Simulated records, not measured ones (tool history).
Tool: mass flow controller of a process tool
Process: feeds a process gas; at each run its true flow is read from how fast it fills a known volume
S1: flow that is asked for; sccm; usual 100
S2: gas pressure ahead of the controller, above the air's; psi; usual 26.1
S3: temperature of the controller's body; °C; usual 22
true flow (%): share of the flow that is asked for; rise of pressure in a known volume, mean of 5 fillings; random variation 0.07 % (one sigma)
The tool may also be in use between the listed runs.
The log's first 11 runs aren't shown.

Run 12, hour 935.2: usual settings but S1 91 sccm, S2 20.9 psi, S3 31 °C. Result: true flow (%) 100.82.
Run 13, hour 1020.1: usual settings but S2 29.4 psi. Result: true flow (%) 101.69.
Run 14, hour 1093.9: usual settings but S2 24.7 psi. Result: true flow (%) 101.48.
Run 15, hour 1206.8: usual settings but S1 46 sccm, S2 24.7 psi. Result: true flow (%) 103.65.
Run 16, hour 1288.7: usual settings but S1 46 sccm, S2 24.7 psi. Result: true flow (%) 103.68.
Run 17, hour 1341.6: usual settings but S1 46 sccm, S2 24.7 psi. Result: true flow (%) 103.86.
Run 18, hour 1441.2: usual settings but S2 37.3 psi. Result: true flow (%) 102.09.
At hour 1482.2: controller's zero set anew, once more.
Run 19, hour 1491.6: usual settings but S1 32 sccm. Result: true flow (%) 97.97.
Run 20, hour 1561.2: usual settings but S1 62 sccm, S2 26.0 psi. Result: true flow (%) 98.63.
Run 21, hour 1673.9: usual settings but S1 62 sccm, S2 26.0 psi. Result: true flow (%) 98.65.
Run 22, hour 1748.5: usual settings but S1 28 sccm, S2 39.7 psi, S3 31 °C. Result: true flow (%) 98.40.
Run 23, hour 1843.6: usual settings but S1 41 sccm, S2 38.3 psi, S3 33 °C. Result: true flow (%) 98.38.
Run 24, hour 1923.2: usual settings but S1 94 sccm, S2 33.2 psi, S3 31 °C. Result: true flow (%) 99.00.
Run 25, hour 1991.0: usual settings but S1 26 sccm, S2 27.0 psi, S3 28 °C. Result: true flow (%) 98.45.
Run 26, hour 2083.6: usual settings but S1 158 sccm, S2 26.3 psi, S3 28 °C. Result: true flow (%) 100.05.

Forecast run 27:
Run 27, hour 2141.8: usual settings but S1 54 sccm, S2 29.9 psi, S3 23 °C. Result: true flow (%) ?.

Run 27 gave true flow (%) 99.02.
Without the tool's hidden state the same run would have given true flow (%) 97.64.
